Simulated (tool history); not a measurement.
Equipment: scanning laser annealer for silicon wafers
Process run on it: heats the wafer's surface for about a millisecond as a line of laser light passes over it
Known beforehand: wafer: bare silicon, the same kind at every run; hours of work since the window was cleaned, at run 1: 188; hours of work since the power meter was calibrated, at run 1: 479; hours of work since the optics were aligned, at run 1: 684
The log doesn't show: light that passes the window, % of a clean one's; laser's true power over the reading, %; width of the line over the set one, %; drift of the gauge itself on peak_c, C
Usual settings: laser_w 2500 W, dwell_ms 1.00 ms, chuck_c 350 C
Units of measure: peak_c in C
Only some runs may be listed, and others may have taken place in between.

run,hour,laser_w,dwell_ms,chuck_c,hours of work since the window was cleaned,hours of work since the power meter was calibrated,hours of work since the optics were aligned,peak_c
1,0.0,2500,1.00,350,188,479,684,1067
2,36.4,2500,1.00,350,203,494,699,1062
3,63.3,2500,1.00,315,214,505,710,1030
4,96.5,2500,1.00,315,228,519,724,1029
5,125.8,2500,1.00,315,241,532,737,1027
6,162.5,2500,1.00,315,256,547,752,1027
7,189.1,2500,1.00,315,267,558,763,1024
8,223.3,2500,1.00,315,282,573,778,1026
9,243.8,2500,1.00,315,290,581,786,1028
10,264.0,2500,1.00,350,299,590,795,1060
11,285.7,2500,1.00,314,308,599,804,1026
12,300.5,2500,1.00,350,314,605,810,1063
13,334.8,2500,1.00,363,329,619,824,1075
14,361.5,2675,0.85,341,340,631,836,1033
15,397.6,2500,0.72,350,355,646,851,941
16,419.6,2500,0.72,350,364,655,860,945
17,440.0,2500,0.72,350,373,664,869,947
18,471.3,2737,0.76,322,386,677,882,986
19,488.0,2721,1.16,350,393,684,889,1180
20,503.0,2258,1.16,342,399,690,895,1038
21,521.3,2403,1.00,388,407,698,903,1071
22,537.4,2403,1.00,335,414,704,910,1019
23,573.9,2540,1.07,382,429,720,925,1127
24,609.0,2540,1.07,382,444,735,940,1129

5 ways to go on from here, each from the tool as it stands after run 24. What would each give?
A,645.5,2640,0.73,312,459,750,955,?
B,645.5,2523,0.78,356,459,750,955,?
C,645.5,2328,1.00,384,459,750,955,?
D,645.5,2360,1.18,318,459,750,955,?
E,645.5,2500,0.74,350,459,750,955,?

run,peak_c
A,939
B,978
C,1045
D,1049
E,954
What these runs would have given with no unlogged condition in the tool:
run,peak_c
A,955
B,993
C,1061
D,1067
E,968
